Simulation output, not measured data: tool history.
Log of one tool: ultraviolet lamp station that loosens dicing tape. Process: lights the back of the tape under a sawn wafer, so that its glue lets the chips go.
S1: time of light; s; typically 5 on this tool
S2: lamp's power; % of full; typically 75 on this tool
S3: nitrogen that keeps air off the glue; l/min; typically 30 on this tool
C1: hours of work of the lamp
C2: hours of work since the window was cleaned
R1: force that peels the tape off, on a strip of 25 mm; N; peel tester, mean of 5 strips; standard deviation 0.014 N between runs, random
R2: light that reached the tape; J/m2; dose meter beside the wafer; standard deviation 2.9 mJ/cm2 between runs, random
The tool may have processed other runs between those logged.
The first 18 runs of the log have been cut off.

run     day  S1  S2  S3   C1   C2     R1    R2
 19     7.9   5  75  30  147    8   0.68  3970
 20   8.179   5  75  30  151   12  0.678  3980
 21   8.571   5  75  30  156   18  0.689  3950
 22   8.979   5  75  30  162   23  0.713  3910
 23   9.367   4  63  32  167   29  1.361  2640
 24   9.846   4  63  32  174   36  1.371  2670
 25  10.121   5  63  22  178   39  1.113  3300
 26  10.446   6  73  34  182   44  0.504  4590
 27  10.938   6  73  34  189   51  0.504  4570
 28  11.325   5  67  46  194   56  0.735  3500
 29  11.775   5  67  18  201   62  1.095  3520
 30  12.108   5  68  30  205   67  0.863  3570
 31  12.479   5  68  30  210   72  0.884  3560
 32  12.962   5  68  30  217   79  0.881  3530
 33  13.362   3  81  38  223   84  1.406  2530
 34  13.671   3  98  17  227   89  1.414  3030
 35  14.246   5  75  24  235   97  0.799  3900
 36  14.788   5  75  27  243  104  0.785  3920
 37   15.05  10  75  10  246  108  0.352  7710
 38  15.554   5  90  10  253  115  0.905  4630
 39  16.096   5  75  30  261  123  0.785  3850
 40   16.65   5  63  33  269  130  0.948  3230

Each row is a separate what-if for the run after 40, all from the same tool condition, not one after another. Results?
  A   17   9  84  33  273  135   ?   ?
  B   17   3  70  39  273  135   ?   ?
  C   17   5  63  33  273  135   ?   ?
  D   17   3  86  34  273  135   ?   ?
  E   17   5  71  48  273  135   ?   ?

run     R1    R2
  A  0.249  7780
  B  1.747  2120
  C  0.981  3210
  D  1.361  2620
  E  0.684  3630
Without the tool's hidden state the same runs would have given:
run     R1    R2
  A  0.239  8250
  B  1.613  2250
  C  0.885  3400
  D  1.243  2780
  E  0.614  3850
